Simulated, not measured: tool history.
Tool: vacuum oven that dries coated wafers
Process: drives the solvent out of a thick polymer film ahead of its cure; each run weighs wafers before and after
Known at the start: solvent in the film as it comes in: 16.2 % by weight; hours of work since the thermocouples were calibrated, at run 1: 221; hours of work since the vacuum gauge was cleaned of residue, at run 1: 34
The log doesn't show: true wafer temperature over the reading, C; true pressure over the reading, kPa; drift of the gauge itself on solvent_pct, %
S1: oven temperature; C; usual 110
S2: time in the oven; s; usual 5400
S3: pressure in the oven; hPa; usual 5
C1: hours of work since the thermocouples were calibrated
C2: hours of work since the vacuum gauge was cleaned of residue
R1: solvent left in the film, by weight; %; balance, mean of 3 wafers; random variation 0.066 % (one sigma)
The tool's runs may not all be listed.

run 1 hour=0 | S1=110 S2=5400 S3=5 | C1=221 C2=34 | R1=4.55
run 2 hour=8.4 | S1=110 S2=5400 S3=5 | C1=227 C2=40 | R1=4.46
run 3 hour=26.1 | S1=110 S2=5400 S3=5 | C1=239 C2=52 | R1=4.46
run 4 hour=38.9 | S1=110 S2=5400 S3=5 | C1=248 C2=61 | R1=4.47
run 5 hour=48.2 | S1=108 S2=5400 S3=5 | C1=254 C2=68 | R1=5.03
run 6 hour=60.6 | S1=108 S2=5400 S3=5 | C1=263 C2=77 | R1=5.13
run 7 hour=74.7 | S1=98 S2=5400 S3=5 | C1=273 C2=86 | R1=8.01
run 8 hour=89.2 | S1=98 S2=5400 S3=5 | C1=283 C2=97 | R1=8.24
run 9 hour=103.7 | S1=98 S2=5400 S3=11 | C1=293 C2=107 | R1=8.95
run 10 hour=118.3 | S1=110 S2=5340 S3=5 | C1=303 C2=117 | R1=4.51
run 11 hour=130.1 | S1=98 S2=8460 S3=13.94 | C1=312 C2=125 | R1=8
run 12 hour=141.8 | S1=107 S2=3840 S3=5.29 | C1=320 C2=133 | R1=6.94
run 13 hour=150.4 | S1=107 S2=3840 S3=5.29 | C1=326 C2=139 | R1=6.86
run 14 hour=167 | S1=103 S2=5400 S3=3.37 | C1=338 C2=151 | R1=6.44
run 15 hour=183.2 | S1=103 S2=7800 S3=5.55 | C1=349 C2=162 | R1=5.08
run 16 hour=197.6 | S1=107 S2=3720 S3=13.09 | C1=359 C2=172 | R1=8.23
run 17 hour=212.5 | S1=107 S2=3720 S3=13.09 | C1=369 C2=183 | R1=8.11
run 18 hour=224 | S1=107 S2=3780 S3=13.09 | C1=377 C2=191 | R1=8.21
run 19 hour=236.2 | S1=112 S2=5760 S3=14.91 | C1=386 C2=199 | R1=5.17
run 20 hour=249.5 | S1=110 S2=5400 S3=12.96 | C1=395 C2=209 | R1=5.89

4 ways to go on from here, each from the tool as it stands after run 20. What would each give?
run A hour=265.1 | S1=99 S2=3540 S3=12.96 | C1=406 C2=220 | R1=?
run B hour=265.1 | S1=115 S2=5400 S3=5 | C1=406 C2=220 | R1=?
run C hour=265.1 | S1=110 S2=5400 S3=3.73 | C1=406 C2=220 | R1=?
run D hour=265.1 | S1=110 S2=5400 S3=19.19 | C1=406 C2=220 | R1=?

run=A R1=10.33
run=B R1=3.19
run=C R1=4.34
run=D R1=6.66
Without the tool's hidden state the same runs would have given:
run=A R1=10.13
run=B R1=2.99
run=C R1=4.11
run=D R1=6.41
